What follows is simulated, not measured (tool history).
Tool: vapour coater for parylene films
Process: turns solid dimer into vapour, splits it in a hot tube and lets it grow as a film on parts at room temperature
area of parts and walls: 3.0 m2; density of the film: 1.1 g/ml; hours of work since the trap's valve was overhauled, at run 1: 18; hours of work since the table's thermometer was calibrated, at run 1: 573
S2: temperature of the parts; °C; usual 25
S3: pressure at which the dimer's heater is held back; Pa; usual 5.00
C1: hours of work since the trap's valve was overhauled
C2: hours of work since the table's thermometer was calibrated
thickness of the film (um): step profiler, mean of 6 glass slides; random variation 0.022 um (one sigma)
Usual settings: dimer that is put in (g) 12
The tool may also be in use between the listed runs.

Run 1, hour 0.0: usual settings; C1 18; C2 573. Result: thickness of the film (um) 2.68.
Run 2, hour 52.7: usual settings but S2 24 °C; C1 50; C2 606. Result: thickness of the film (um) 2.78.
Run 3, hour 102.9: usual settings but S2 24 °C; C1 81; C2 636. Result: thickness of the film (um) 2.78.
Run 4, hour 140.1: usual settings but dimer that is put in (g) 7; C1 104; C2 659. Result: thickness of the film (um) 1.54.
Run 5, hour 174.3: usual settings but dimer that is put in (g) 21; C1 124; C2 680. Result: thickness of the film (um) 4.65.
Run 6, hour 220.4: usual settings but dimer that is put in (g) 21; C1 153; C2 708. Result: thickness of the film (um) 4.66.
Run 7, hour 262.7: usual settings but dimer that is put in (g) 21; C1 178; C2 734. Result: thickness of the film (um) 4.63.
Run 8, hour 291.3: usual settings but S3 8.55 Pa; C1 196; C2 751. Result: thickness of the film (um) 2.46.
Run 9, hour 318.4: usual settings but S3 3.47 Pa; C1 212; C2 768. Result: thickness of the film (um) 2.75.
Run 10, hour 353.1: usual settings but S3 3.47 Pa; C1 233; C2 789. Result: thickness of the film (um) 2.76.
Run 11, hour 389.7: usual settings but S3 3.47 Pa; C1 256; C2 811. Result: thickness of the film (um) 2.76.
Run 12, hour 422.4: usual settings; C1 276; C2 831. Result: thickness of the film (um) 2.66.
Run 13, hour 466.6: usual settings; C1 303; C2 858. Result: thickness of the film (um) 2.63.
Run 14, hour 496.0: usual settings but dimer that is put in (g) 8, S2 27 °C, S3 3.31 Pa; C1 321; C2 876. Result: thickness of the film (um) 1.69.
Run 15, hour 521.5: usual settings but S3 4.93 Pa; C1 336; C2 892. Result: thickness of the film (um) 2.61.
Run 16, hour 550.9: usual settings but S3 4.93 Pa; C1 354; C2 909. Result: thickness of the film (um) 2.65.
Run 17, hour 577.8: usual settings but dimer that is put in (g) 8, S2 20 °C, S3 10.21 Pa; C1 371; C2 926. Result: thickness of the film (um) 2.03.
Run 18, hour 615.0: usual settings but dimer that is put in (g) 8, S2 33 °C, S3 6.53 Pa; C1 393; C2 949. Result: thickness of the film (um) 1.20.
Run 19, hour 651.4: usual settings but dimer that is put in (g) 5, S2 20 °C; C1 415; C2 971. Result: thickness of the film (um) 1.38.
At hour 674.6: trap's valve overhauled.
Run 20, hour 677.4: usual settings but dimer that is put in (g) 7, S2 19 °C, S3 3.92 Pa; C1 2; C2 984. Result: thickness of the film (um) 2.08.
Run 21, hour 701.0: usual settings but dimer that is put in (g) 7, S2 18 °C, S3 3.92 Pa; C1 16; C2 999. Result: thickness of the film (um) 2.10.
Run 22, hour 731.4: usual settings but dimer that is put in (g) 6; C1 35; C2 1017. Result: thickness of the film (um) 1.33.
Run 23, hour 770.5: usual settings but dimer that is put in (g) 9, S2 18 °C, S3 9.19 Pa; C1 59; C2 1041. Result: thickness of the film (um) 2.55.
Run 24, hour 820.1: usual settings but dimer that is put in (g) 17, S2 21 °C, S3 3.25 Pa; C1 89; C2 1071. Result: thickness of the film (um) 4.83.
Run 25, hour 846.2: usual settings but dimer that is put in (g) 17, S2 21 °C, S3 3.25 Pa; C1 105; C2 1087. Result: thickness of the film (um) 4.77.

4 ways to go on from here, each from the tool as it stands after run 25. What would each give?
Run A, hour 877.7: usual settings but S2 24 °C, S3 2.29 Pa; C1 124; C2 1106. Result: thickness of the film (um) ?.
Run B, hour 877.7: usual settings but dimer that is put in (g) 9, S2 26 °C, S3 5.01 Pa; C1 124; C2 1106. Result: thickness of the film (um) ?.
Run C, hour 877.7: usual settings but dimer that is put in (g) 7, S2 21 °C, S3 3.25 Pa; C1 124; C2 1106. Result: thickness of the film (um) ?.
Run D, hour 877.7: usual settings but dimer that is put in (g) 18, S3 11.43 Pa; C1 124; C2 1106. Result: thickness of the film (um) ?.

run  thickness of the film (um)
  A                        3.06
  B                        1.90
  C                        1.97
  D                        3.56
Without the tool's hidden state the same runs would have given:
run  thickness of the film (um)
  A                        3.07
  B                        1.90
  C                        1.97
  D                        3.57
